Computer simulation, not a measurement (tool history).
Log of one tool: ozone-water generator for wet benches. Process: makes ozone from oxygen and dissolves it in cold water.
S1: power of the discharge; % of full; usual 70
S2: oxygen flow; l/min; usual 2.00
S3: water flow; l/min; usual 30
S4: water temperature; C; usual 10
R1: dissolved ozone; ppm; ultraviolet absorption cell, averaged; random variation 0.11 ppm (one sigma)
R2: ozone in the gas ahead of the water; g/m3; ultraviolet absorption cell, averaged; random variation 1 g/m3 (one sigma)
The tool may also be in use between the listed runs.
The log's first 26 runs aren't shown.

run,day,S1,S2,S3,S4,R1,R2
27,91.500,70,2.31,30,15,6.7,156.9
28,93.612,70,1.66,30,10,6.0,184.9
29,98.483,70,3.00,30,10,7.2,136.1
30,101.042,65,1.12,30,8,4.9,212.1
31,105.338,65,1.12,30,8,4.8,211.5
32,108.629,65,1.12,30,8,4.8,209.7
33,112.708,65,1.12,30,16,4.6,212.0
34,115.829,65,1.12,30,16,4.7,209.2

3 ways to go on from here, each from the tool as it stands after run 34. What would each give?
A,118.188,70,1.06,30,10,?,?
B,118.188,58,2.00,30,10,?,?
C,118.188,70,1.25,30,10,?,?

run,R1,R2
A,4.9,227.3
B,5.4,143.3
C,5.1,208.5
Without the tool's hidden state the same runs would have given:
run,R1,R2
A,5.7,255.5
B,6.1,158.4
C,5.9,234.5
